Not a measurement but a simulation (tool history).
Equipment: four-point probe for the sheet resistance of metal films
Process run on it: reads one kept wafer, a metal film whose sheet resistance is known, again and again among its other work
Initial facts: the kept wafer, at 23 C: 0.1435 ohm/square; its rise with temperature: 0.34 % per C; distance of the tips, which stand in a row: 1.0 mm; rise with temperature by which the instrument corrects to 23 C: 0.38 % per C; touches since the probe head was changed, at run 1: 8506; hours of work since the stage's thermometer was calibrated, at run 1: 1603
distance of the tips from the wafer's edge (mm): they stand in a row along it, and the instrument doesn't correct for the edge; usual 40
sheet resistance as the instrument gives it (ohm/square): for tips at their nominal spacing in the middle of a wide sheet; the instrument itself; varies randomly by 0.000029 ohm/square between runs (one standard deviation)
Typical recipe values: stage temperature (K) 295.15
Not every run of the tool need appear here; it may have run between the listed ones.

run,hour,stage temperature (K),distance of the tips from the wafer's edge (mm),touches since the probe head was changed,hours of work since the stage's thermometer was calibrated,sheet resistance as the instrument gives it (ohm/square)
1,0.0,295.15,40,8506,1603,0.142651
2,15.7,295.15,40,8765,1611,0.142620
3,33.0,295.15,58,9050,1619,0.142640
4,55.0,295.15,58,9414,1629,0.142665
5,67.3,295.15,58,9617,1635,0.142628
6,84.1,295.15,58,9894,1643,0.142652
7,106.6,295.15,58,10266,1653,0.142644
8,118.6,295.15,58,10463,1659,0.142658
9,137.7,295.15,58,10779,1668,0.142636

Run 10 comes next. What will it give?
10,158.0,295.15,58,11113,1677,?

Logged for run 10: sheet resistance as the instrument gives it (ohm/square) 0.142599.
Were there no unlogged condition in the tool, this run, its random variation unchanged, would have produced sheet resistance as the instrument gives it (ohm/square) 0.143565.
